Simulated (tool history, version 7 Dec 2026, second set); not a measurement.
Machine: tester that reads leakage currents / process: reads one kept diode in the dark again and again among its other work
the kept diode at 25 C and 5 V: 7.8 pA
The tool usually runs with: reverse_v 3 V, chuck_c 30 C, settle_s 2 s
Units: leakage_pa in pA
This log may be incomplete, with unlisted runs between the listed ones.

run    hour  reverse_v  chuck_c  settle_s  leakage_pa
  1       0          3       30         2       10.36
  2    35.5      18.22       30         2       34.71
  3    62.5      18.22       30         2       34.88
  4    88.1      18.22       30         2       34.88
  5   133.4      18.22       30         2       35.48
  6   169.2      18.22       30         2       35.84
  7   193.4          3       30         2       10.56
  8   214.2          3       30         2       10.62
  9   238.8          3       30         2       10.69
 10   269.3          3       30         2       10.73
 11   296.6          3       30         2       10.71
 12   328.7          3       30         2       10.72
 13   359.8          3       45         2       36.63
 14   383.8          3       30      3.57       10.63
 15     404          3       30      3.57       10.71
 16   431.6          3       30      3.57       10.77
 17   452.2          3       30      3.57       10.73
 18   490.3          3       30      3.57       10.73
 19   516.2          3       30      3.57       10.77
 20   560.1          3       30      3.57       10.86
 21   605.7          3       57      0.99       94.91
 22   650.1       1.57       34      1.43          10
 23   675.5       2.77       34       2.9       14.23
 24   705.5       1.41       20       0.8        3.51
 25   750.7       1.41       20       0.8        3.58
 26   774.2        2.7       46      0.51       37.73
 27   814.3        2.7       46      0.51       37.99
 28   858.9       1.25       47      7.26        24.7
 29   888.6       6.44       20      0.64       12.96
 30   918.9      13.91       23      0.64       28.09
 31   946.3       1.04       32      9.79         6.4
 32   989.6       1.04       32      9.79        6.43
 33  1015.8       5.21       32      0.85       20.63
 34    1042       2.35       53      0.31       60.22
 35  1086.8       1.55       53      5.36       44.88
 36  1106.9       1.55       33      3.93        9.22
 37  1144.3       8.57       33      3.93       30.13
 38  1166.5       8.57       33      3.93       30.18
 39  1197.2       8.57       33      3.93        30.1

Below are 5 alternative next runs, each starting from the tool's condition after run 39. Predict each:
  A  1242      10.57       59      5.44           ?
  B  1242          3       48      8.01           ?
  C  1242       1.22       24      1.67           ?
  D  1242       8.57       58      7.33           ?
  E  1242       3.52       51      0.97           ?

run  leakage_pa
  A      232.47
  B        45.4
  C        4.14
  D      189.34
  E        64.6
Without the tool's unlogged condition, the same runs would have read:
run  leakage_pa
  A      241.04
  B       46.34
  C        3.21
  D      196.48
  E       66.55
